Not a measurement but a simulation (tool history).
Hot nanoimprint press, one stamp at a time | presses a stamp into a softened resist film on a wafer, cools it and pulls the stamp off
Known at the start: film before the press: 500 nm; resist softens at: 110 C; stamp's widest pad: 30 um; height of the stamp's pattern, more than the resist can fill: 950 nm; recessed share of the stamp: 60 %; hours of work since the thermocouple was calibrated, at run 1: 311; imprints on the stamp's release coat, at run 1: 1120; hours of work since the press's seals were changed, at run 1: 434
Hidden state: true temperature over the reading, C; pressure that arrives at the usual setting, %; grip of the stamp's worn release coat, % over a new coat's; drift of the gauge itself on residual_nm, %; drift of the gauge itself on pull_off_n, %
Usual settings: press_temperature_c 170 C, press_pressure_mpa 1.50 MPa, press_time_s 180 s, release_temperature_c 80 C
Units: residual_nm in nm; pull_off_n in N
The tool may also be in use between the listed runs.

run   hour  press_temperature_c  press_pressure_mpa  press_time_s  release_temperature_c  hours of work since the thermocouple was calibrated  imprints on the stamp's release coat  hours of work since the press's seals were changed  residual_nm  pull_off_n
  1    0.0                  170                1.50           180                     80                                                  311                                  1120                                                 434        291.8         187
  2   38.4                  170                1.50           180                     80                                                  341                                  1226                                                 463        290.9         192
  3   74.6                  170                1.50           180                     80                                                  368                                  1325                                                 491        291.9         204
  4  110.5                  171                1.50           180                     80                                                  396                                  1425                                                 519        280.3         206
  5  142.9                  171                1.50           180                     80                                                  421                                  1514                                                 544        280.5         200
  6  180.8                  171                1.50           180                     80                                                  450                                  1618                                                 573        282.6         202
  7  210.8                  170                1.50           180                     80                                                  473                                  1701                                                 596        293.9         205
  8  247.6                  170                1.50           180                     80                                                  501                                  1803                                                 624        294.9         213
     253.4  -- plate thermocouple calibrated
     269.4  -- stamp cleaned and given a new release coat
  9  278.7                  170                1.50           180                     80                                                   15                                    25                                                 641        285.7         165
 10  310.7                  170                1.50           180                     80                                                   39                                   114                                                 665        287.1         169
 11  357.9                  170                1.30           180                     80                                                   75                                   244                                                 701        301.6         170
 12  386.0                  170                2.24           134                     88                                                   97                                   321                                                 723        269.4         132
 13  434.6                  160                2.24           134                     88                                                  134                                   455                                                 760        408.3         131
 14  469.4                  170                1.52           180                     70                                                  161                                   551                                                 787        287.2         224
 15  502.7                  170                0.94           180                     72                                                  186                                   643                                                 812        343.7         220
 16  546.7                  160                1.50           180                     80                                                  220                                   764                                                 846        418.4         179
 17  572.7                  160                1.50           180                     80                                                  240                                   836                                                 866        425.0         185
     615.6  -- press's hydraulic seals changed and the load cell set to zero
 18  616.1                  168                1.49           193                     74                                                  267                                   934                                                   0        309.5         221
 19  643.7                  170                1.15           153                     80                                                  288                                  1010                                                  22        335.4         190
 20  684.1                  160                1.15           197                     80                                                  319                                  1121                                                  52        434.4         187
 21  704.3                  170                2.00           180                     80                                                  335                                  1177                                                  68        258.4         194
 22  742.2                  169                0.97           180                     80                                                  364                                  1281                                                  97        355.1         192

How the hidden state differs across the entries between the runs, from the last listed run before each to the first after it:
Between runs 8 and 9: plate thermocouple calibrated (hour 253.4); stamp cleaned and given a new release coat (hour 269.4)
  true temperature over the reading, C: -0.9 -> -0.03; pressure that arrives at the usual setting, %: 96.33 -> 96.23; grip of the stamp's worn release coat, % over a new coat's: 22.5 -> 0.3
  measured less the result without the state, residual_nm: +16.2 -> +4.8 nm; pull_off_n: +44 -> +1 N
Between runs 17 and 18: press's hydraulic seals changed and the load cell set to zero (hour 615.6)
  true temperature over the reading, C: -0.52 -> -0.58; pressure that arrives at the usual setting, %: 95.09 -> 100.32; grip of the stamp's worn release coat, % over a new coat's: 10.2 -> 11.4
  measured less the result without the state, residual_nm: +9.8 -> +7.6 nm; pull_off_n: +20 -> +25 N
